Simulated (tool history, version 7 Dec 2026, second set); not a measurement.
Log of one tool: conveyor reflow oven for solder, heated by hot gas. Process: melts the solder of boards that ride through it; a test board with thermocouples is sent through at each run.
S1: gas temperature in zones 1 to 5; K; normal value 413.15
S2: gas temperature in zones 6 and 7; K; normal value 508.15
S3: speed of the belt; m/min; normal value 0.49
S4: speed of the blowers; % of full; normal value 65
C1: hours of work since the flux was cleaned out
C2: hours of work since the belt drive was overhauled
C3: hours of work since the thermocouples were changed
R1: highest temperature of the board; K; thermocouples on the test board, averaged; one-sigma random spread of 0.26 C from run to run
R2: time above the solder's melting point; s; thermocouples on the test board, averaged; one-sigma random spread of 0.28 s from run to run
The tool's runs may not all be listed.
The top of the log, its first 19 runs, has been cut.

run	hour	S1	S2	S3	S4	C1	C2	C3	R1	R2
20	1084.3	398.15	499.15	0.427	67	143	985	843	480.85	48.7
# hour 1093.3: thermocouples of zones 6 and 7 changed
21	1147.9	413.15	519.15	0.542	52	185	1027	37	483.55	41.8
# hour 1164: flux residue cleaned out of gas plates and filters
22	1227	413.15	519.15	0.542	52	43	1077	87	483.55	41.8
23	1270.6	413.15	517.15	0.559	56	72	1106	117	482.65	40.7
24	1304.2	413.15	517.15	0.559	56	95	1129	139	482.75	40.1
25	1339.5	413.15	516.15	0.49	68	119	1153	163	493.25	56.9
# hour 1409.2: belt drive overhauled, speed set with a stopwatch
26	1414.2	399.15	501.15	0.588	50	167	3	211	460.55	8.3
27	1449	399.15	501.15	0.588	50	190	27	235	461.05	8.5
# hour 1461.3: flux residue cleaned out of gas plates and filters
28	1515.7	399.15	501.15	0.501	57	37	69	276	472.45	30.3
29	1565.5	413.15	501.15	0.49	65	70	102	310	480.35	45.9
30	1644.8	423.15	502.15	0.49	65	124	156	364	483.65	52.7
31	1725.7	423.15	496.15	0.414	72	179	211	418	484.75	66.2

Each row is a separate what-if for the run after 31, all from the same tool condition, not one after another. Results?
# hour 1751.3: flux residue cleaned out of gas plates and filters
A	1781.3	417.15	508.15	0.49	86	20	245	452	?	?
# hour 1751.3: flux residue cleaned out of gas plates and filters
B	1781.3	427.15	520.15	0.53	65	20	245	452	?	?
# hour 1751.3: flux residue cleaned out of gas plates and filters
C	1781.3	413.15	502.15	0.395	53	20	245	452	?	?

run	R1	R2
A	492.75	58.3
B	495.35	58.7
C	483.55	61.9
Stripped of hidden state, with their random variation kept, the same runs would have yielded:
run	R1	R2
A	492.75	58.3
B	495.25	58.6
C	483.55	61.8
